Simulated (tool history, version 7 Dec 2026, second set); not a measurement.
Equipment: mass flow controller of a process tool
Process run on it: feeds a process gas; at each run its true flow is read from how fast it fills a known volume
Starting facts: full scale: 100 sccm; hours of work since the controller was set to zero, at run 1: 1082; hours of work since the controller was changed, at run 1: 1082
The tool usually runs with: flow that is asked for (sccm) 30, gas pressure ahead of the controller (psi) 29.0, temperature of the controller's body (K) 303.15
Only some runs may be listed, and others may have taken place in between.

run	day	flow that is asked for (sccm)	gas pressure ahead of the controller (psi)	temperature of the controller's body (K)	hours of work since the controller was set to zero	hours of work since the controller was changed	true flow (%)
1	0.000	30	29.0	303.15	1082	1082	97.68
2	20.504	30	23.5	303.15	1292	1292	97.78
3	33.858	30	23.5	303.15	1429	1429	97.84
4	49.804	30	23.5	303.15	1592	1592	97.92
5	62.292	30	23.5	303.15	1719	1719	97.87
6	76.725	30	23.5	303.15	1867	1867	98.08
7	93.521	30	23.5	303.15	2039	2039	98.09
8	104.242	30	23.5	303.15	2148	2148	98.10
9	124.971	30	29.0	303.15	2360	2360	98.30
10	134.579	30	29.0	303.15	2459	2459	98.47
11	148.421	30	29.0	297.15	2600	2600	99.10
12	165.479	30	29.0	297.15	2775	2775	99.21
13	183.358	30	29.0	303.15	2958	2958	98.54
14	193.938	17	29.0	303.15	3066	3066	98.45
15	206.662	30	29.0	303.15	3196	3196	98.68
16	223.117	24	29.0	303.15	3364	3364	98.61
17	242.258	24	29.0	303.15	3560	3560	98.77
18	254.654	24	29.0	303.15	3687	3687	98.85
19	267.596	24	29.0	303.15	3819	3819	99.00
20	285.888	24	35.2	303.15	4006	4006	99.01
21	306.500	24	35.2	303.15	4217	4217	99.30
22	315.875	30	29.0	303.15	4313	4313	99.24
23	326.733	37	29.0	303.15	4424	4424	99.42
24	338.004	37	29.0	303.15	4539	4539	99.57
25	352.188	37	29.0	303.15	4684	4684	99.67
26	371.258	37	34.7	306.15	4879	4879	99.40
# day 381.296: gauge calibrated
27	382.721	30	26.0	305.15	4997	4997	97.43
28	392.821	30	32.1	307.15	5100	5100	97.21
29	410.354	39	30.7	307.15	5279	5279	97.84
30	421.908	83	36.8	311.15	5397	5397	98.53
31	433.017	83	36.8	311.15	5511	5511	98.55
32	445.342	83	36.8	311.15	5637	5637	98.55
33	459.025	30	37.3	296.15	5777	5777	99.13
34	471.896	30	37.3	296.15	5909	5909	99.08
35	485.854	15	29.0	303.15	6051	6051	97.92
# day 493.833: controller's zero set anew
36	500.912	15	21.8	303.15	72	6205	97.93
37	514.804	13	23.8	311.15	215	6347	96.95
38	527.567	13	23.8	311.15	345	6478	97.18
39	546.721	77	28.0	310.15	541	6674	98.78
40	567.096	11	29.0	313.15	749	6882	96.99
41	587.679	11	29.0	313.15	960	7093	97.06
42	596.775	37	20.9	299.15	1053	7186	99.26
43	607.654	79	20.9	299.15	1164	7297	100.31
44	618.788	79	20.9	299.15	1278	7411	100.39
45	629.983	34	38.0	299.15	1393	7525	99.69
46	640.050	30	36.7	302.15	1495	7628	99.35
47	657.929	30	29.0	312.15	1678	7811	98.01
48	666.675	23	33.8	293.15	1768	7901	100.16

A few steps of true flow (%) between consecutive runs. Split each: what settings, incoming material and random variation would produce without the hidden state, and what is left over for the hidden state, along with gauge scatter present in only one of the two compared results (measured, and without hidden state):
Hidden state at play: flow at rest that the sensor doesn't see, % of full scale; true flow over the shown one, %; drift of the gauge itself on true_pct, %.
Run 8 -> 9: gas pressure ahead of the controller (psi) 23.5 -> 29.0. true flow (%) +0.20: hidden state +0.10, all else +0.10.
Run 20 -> 21: no setting touched and nothing written in the log between the runs. true flow (%) +0.29: hidden state +0.10, all else +0.19.
Run 26 -> 27: flow that is asked for (sccm) 37 -> 30, gas pressure ahead of the controller (psi) 34.7 -> 26.0, temperature of the controller's body (K) 306.15 -> 305.15, gauge calibrated. true flow (%) -1.97: hidden state -1.77, all else -0.20.
Run 41 -> 42: flow that is asked for (sccm) 11 -> 37, gas pressure ahead of the controller (psi) 29.0 -> 20.9, temperature of the controller's body (K) 313.15 -> 299.15. true flow (%) +2.20: hidden state +0.06, all else +2.14.
Run 47 -> 48: flow that is asked for (sccm) 30 -> 23, gas pressure ahead of the controller (psi) 29.0 -> 33.8, temperature of the controller's body (K) 312.15 -> 293.15. true flow (%) +2.15: hidden state +0.07, all else +2.08.
